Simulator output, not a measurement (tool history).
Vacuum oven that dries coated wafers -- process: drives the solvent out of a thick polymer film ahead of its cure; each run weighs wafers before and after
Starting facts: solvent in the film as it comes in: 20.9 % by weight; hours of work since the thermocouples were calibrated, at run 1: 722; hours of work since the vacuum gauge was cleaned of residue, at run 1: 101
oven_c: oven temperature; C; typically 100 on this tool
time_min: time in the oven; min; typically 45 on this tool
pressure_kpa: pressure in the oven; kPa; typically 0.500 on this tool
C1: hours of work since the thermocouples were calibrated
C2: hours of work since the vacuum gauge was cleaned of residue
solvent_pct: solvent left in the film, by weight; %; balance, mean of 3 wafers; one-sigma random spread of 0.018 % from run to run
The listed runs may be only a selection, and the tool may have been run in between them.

Run 1, day 0.000: usual settings; C1 722; C2 101. Result: solvent_pct 0.64 %.
Run 2, day 0.321: usual settings but time_min 40 min; C1 725; C2 105. Result: solvent_pct 0.94 %.
Run 3, day 0.646: usual settings but time_min 40 min; C1 729; C2 108. Result: solvent_pct 0.90 %.
Run 4, day 1.338: usual settings; C1 737; C2 116. Result: solvent_pct 0.61 %.
Run 5, day 1.746: usual settings; C1 742; C2 121. Result: solvent_pct 0.67 %.
Run 6, day 2.396: usual settings; C1 749; C2 128. Result: solvent_pct 0.67 %.
Run 7, day 3.100: usual settings; C1 757; C2 136. Result: solvent_pct 0.67 %.
Run 8, day 3.421: usual settings; C1 761; C2 140. Result: solvent_pct 0.67 %.
Run 9, day 3.804: usual settings; C1 765; C2 144. Result: solvent_pct 0.66 %.
Run 10, day 4.233: usual settings; C1 770; C2 149. Result: solvent_pct 0.66 %.
Run 11, day 4.754: usual settings; C1 776; C2 155. Result: solvent_pct 0.68 %.
Run 12, day 5.342: usual settings; C1 783; C2 162. Result: solvent_pct 0.69 %.
Run 13, day 5.883: usual settings; C1 789; C2 168. Result: solvent_pct 0.68 %.
Run 14, day 6.321: usual settings but oven_c 99 C, time_min 50 min, pressure_kpa 1.141 kPa; C1 794; C2 173. Result: solvent_pct 0.70 %.
Run 15, day 6.754: usual settings but oven_c 99 C, time_min 50 min, pressure_kpa 1.141 kPa; C1 799; C2 178. Result: solvent_pct 0.68 %.
Run 16, day 7.412: usual settings but time_min 50 min, pressure_kpa 1.974 kPa; C1 806; C2 185. Result: solvent_pct 0.79 %.
Run 17, day 7.954: usual settings but oven_c 92 C, time_min 24 min, pressure_kpa 1.680 kPa; C1 812; C2 192. Result: solvent_pct 5.41 %.
Run 18, day 8.367: usual settings but oven_c 104 C, time_min 24 min, pressure_kpa 1.680 kPa; C1 817; C2 196. Result: solvent_pct 2.14 %.
Run 19, day 8.750: usual settings but oven_c 92 C, time_min 24 min, pressure_kpa 1.680 kPa; C1 821; C2 201. Result: solvent_pct 5.43 %.
Run 20, day 9.129: usual settings but oven_c 92 C, time_min 24 min, pressure_kpa 1.680 kPa; C1 826; C2 205. Result: solvent_pct 5.43 %.
Run 21, day 9.738: usual settings but oven_c 92 C, time_min 40 min, pressure_kpa 1.680 kPa; C1 833; C2 212. Result: solvent_pct 2.65 %.

3 ways to go on from here, each from the tool as it stands after run 21. What would each give?
Run A, day 10.067: usual settings but pressure_kpa 1.144 kPa; C1 836; C2 216. Result: solvent_pct ?.
Run B, day 10.067: usual settings but oven_c 86 C; C1 836; C2 216. Result: solvent_pct ?.
Run C, day 10.067: usual settings but oven_c 92 C, time_min 27 min, pressure_kpa 1.680 kPa; C1 836; C2 216. Result: solvent_pct ?.

run  solvent_pct
  A         0.80
  B         3.37
  C         4.73
Without the tool's hidden state the same runs would have given:
run  solvent_pct
  A         0.81
  B         3.40
  C         4.76
